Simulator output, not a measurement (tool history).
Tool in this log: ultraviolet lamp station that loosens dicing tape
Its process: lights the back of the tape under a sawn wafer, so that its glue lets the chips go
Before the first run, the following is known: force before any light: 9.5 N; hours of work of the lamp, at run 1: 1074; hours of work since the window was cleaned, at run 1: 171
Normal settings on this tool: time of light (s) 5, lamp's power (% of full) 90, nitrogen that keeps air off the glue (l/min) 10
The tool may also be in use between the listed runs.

| run | hour | time of light (s) | lamp's power (% of full) | nitrogen that keeps air off the glue (l/min) | hours of work of the lamp | hours of work since the window was cleaned | force that peels the tape off (N) | light that reached the tape (mJ/cm2) |
|---|---|---|---|---|---|---|---|---|
| 1 | 0 | 5 | 90 | 10 | 1074 | 171 | 0.493 | 191 |
| 2 | 66.4 | 5 | 90 | 11 | 1112 | 209 | 0.543 | 191 |
| 3 | 99.4 | 7 | 90 | 10 | 1131 | 228 | 0.278 | 261 |
| 4 | 141.3 | 7 | 90 | 10 | 1155 | 252 | 0.279 | 258 |
| 5 | 211 | 4 | 90 | 10 | 1195 | 292 | 0.971 | 147 |
| 6 | 285.2 | 4 | 90 | 10 | 1238 | 334 | 1.01 | 143 |
| 7 | 333.5 | 4 | 90 | 10 | 1265 | 362 | 1.061 | 141 |
| 8 | 401.2 | 5 | 90 | 4 | 1304 | 401 | 1.175 | 170 |
| 9 | 452.1 | 8 | 90 | 10 | 1333 | 430 | 0.252 | 268 |
| 10 | 513.1 | 8 | 90 | 10 | 1368 | 465 | 0.265 | 269 |
| 11 | 567.2 | 8 | 90 | 10 | 1399 | 496 | 0.268 | 262 |
|  | 590.7 | lamp changed |
| 12 | 629.7 | 8 | 90 | 13 | 22 | 532 | 0.164 | 369 |
|  | 642.4 | window cleaned of glue's vapour |
| 13 | 678.5 | 8 | 90 | 13 | 50 | 21 | 0.173 | 358 |
| 14 | 732.3 | 8 | 90 | 13 | 81 | 52 | 0.175 | 349 |
| 15 | 777.7 | 8 | 90 | 13 | 107 | 78 | 0.167 | 341 |
| 16 | 819.4 | 8 | 90 | 13 | 131 | 102 | 0.174 | 338 |
| 17 | 863.1 | 5 | 90 | 10 | 156 | 127 | 0.442 | 208 |
| 18 | 929.4 | 5 | 90 | 10 | 194 | 165 | 0.437 | 210 |
| 19 | 989.7 | 5 | 90 | 4 | 229 | 199 | 0.834 | 198 |
|  | 1009.1 | window cleaned of glue's vapour, once more |
| 20 | 1033.2 | 5 | 90 | 4 | 253 | 14 | 0.509 | 250 |
| 21 | 1071.5 | 5 | 90 | 10 | 275 | 36 | 0.307 | 251 |
| 22 | 1129.7 | 9 | 90 | 10 | 309 | 69 | 0.153 | 438 |
| 23 | 1174 | 6 | 99 | 10 | 334 | 95 | 0.201 | 320 |
| 24 | 1228.4 | 3 | 62 | 3 | 365 | 126 | 3.06 | 96 |
| 25 | 1290 | 3 | 62 | 3 | 401 | 161 | 3.13 | 95 |
| 26 | 1329.9 | 5 | 68 | 10 | 423 | 184 | 0.656 | 177 |
| 27 | 1394.8 | 8 | 90 | 13 | 461 | 221 | 0.173 | 362 |
| 28 | 1461.9 | 4 | 96 | 13 | 499 | 260 | 0.452 | 193 |
| 29 | 1512.7 | 5 | 96 | 6 | 528 | 289 | 0.469 | 236 |
| 30 | 1559.2 | 5 | 96 | 6 | 555 | 316 | 0.454 | 233 |
| 31 | 1616.8 | 5 | 91 | 5 | 588 | 349 | 0.621 | 216 |
| 32 | 1674 | 5 | 85 | 8 | 621 | 381 | 0.549 | 202 |
| 33 | 1710.1 | 5 | 82 | 13 | 642 | 402 | 0.462 | 191 |
| 34 | 1783.8 | 5 | 82 | 13 | 684 | 444 | 0.486 | 184 |
| 35 | 1826.1 | 5 | 98 | 3 | 708 | 469 | 0.862 | 221 |
| 36 | 1894 | 3 | 98 | 10 | 747 | 508 | 1.237 | 128 |
|  | 1950.1 | window cleaned of glue's vapour |
| 37 | 1968 | 3 | 71 | 12 | 789 | 10 | 1.64 | 108 |
| 38 | 2031.2 | 8 | 90 | 10 | 826 | 47 | 0.179 | 347 |
| 39 | 2107.5 | 6 | 76 | 13 | 869 | 90 | 0.37 | 219 |
| 40 | 2146.7 | 6 | 76 | 13 | 892 | 113 | 0.374 | 216 |
| 41 | 2205.5 | 6 | 76 | 13 | 925 | 147 | 0.375 | 210 |
| 42 | 2250.7 | 5 | 60 | 10 | 951 | 172 | 1.118 | 139 |

5 options for the next run, each taken on its own from the tool as it stands now. Forecast them:
| A | 2322.2 | 7 | 60 | 8 | 992 | 213 | ? | ? |
| B | 2322.2 | 5 | 89 | 10 | 992 | 213 | ? | ? |
| C | 2322.2 | 3 | 92 | 5 | 992 | 213 | ? | ? |
| D | 2322.2 | 6 | 92 | 13 | 992 | 213 | ? | ? |
| E | 2322.2 | 8 | 71 | 10 | 992 | 213 | ? | ? |

| run | force that peels the tape off (N) | light that reached the tape (mJ/cm2) |
|---|---|---|
| A | 0.632 | 187 |
| B | 0.521 | 200 |
| C | 1.94 | 123 |
| D | 0.273 | 247 |
| E | 0.289 | 250 |
With the hidden condition removed and each run's random variation left untouched, the same runs would have given:
| run | force that peels the tape off (N) | light that reached the tape (mJ/cm2) |
|---|---|---|
| A | 0.322 | 251 |
| B | 0.277 | 269 |
| C | 1.155 | 166 |
| D | 0.18 | 331 |
| E | 0.183 | 337 |
